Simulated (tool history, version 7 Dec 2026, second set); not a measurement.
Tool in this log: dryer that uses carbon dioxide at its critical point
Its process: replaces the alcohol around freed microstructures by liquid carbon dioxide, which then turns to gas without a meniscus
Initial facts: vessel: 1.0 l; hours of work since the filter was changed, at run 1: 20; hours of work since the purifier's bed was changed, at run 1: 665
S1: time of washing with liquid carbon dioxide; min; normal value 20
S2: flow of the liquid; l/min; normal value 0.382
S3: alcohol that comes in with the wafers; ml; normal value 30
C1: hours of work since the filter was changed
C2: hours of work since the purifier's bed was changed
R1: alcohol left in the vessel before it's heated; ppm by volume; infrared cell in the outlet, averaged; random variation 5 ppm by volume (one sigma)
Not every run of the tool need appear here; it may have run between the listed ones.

run,day,S1,S2,S3,C1,C2,R1
1,0,20,0.382,30,20,665,75
2,0.862,18,0.382,30,35,680,113
3,1.588,25,0.382,30,48,692,44
4,2.017,25,0.382,30,55,700,56
5,2.988,25,0.382,30,72,717,54
6,3.8,20,0.382,38,86,731,104
7,4.817,20,0.382,38,104,748,111
8,5.783,20,0.382,30,121,765,99
9,6.412,20,0.382,30,131,776,101
10,7.254,20,0.382,30,146,791,95
11,8.071,20,0.309,30,160,805,240
12,9,25,0.332,68,176,821,147
13,9.567,17,0.439,27,186,831,121
14,10.354,17,0.439,27,200,844,127
15,11.271,17,0.439,113,216,860,364
16,12.083,17,0.439,113,230,874,375
17,12.562,17,0.382,30,238,883,241
# day 12.696: inlet filter changed
18,13.417,17,0.382,30,13,897,151
19,14.254,27,0.519,32,27,911,56
20,15.154,27,0.519,32,43,927,52

Below, each run's measurement less what the same run would have read without the hidden state. Both values contain the same run-to-run variation, but the gauge's scatter may not be the same in both:
The hidden state here: flow that reaches the vessel past the clogged filter, %; alcohol in the recycled carbon dioxide, ppm; drift of the gauge itself on alcohol_ppm, %.
run,R1
1,+38
2,+44
3,+38
4,+39
5,+41
6,+54
7,+58
8,+57
9,+59
10,+63
11,+108
12,+83
13,+75
14,+79
15,+202
16,+209
17,+135
18,+51
19,+48
20,+48
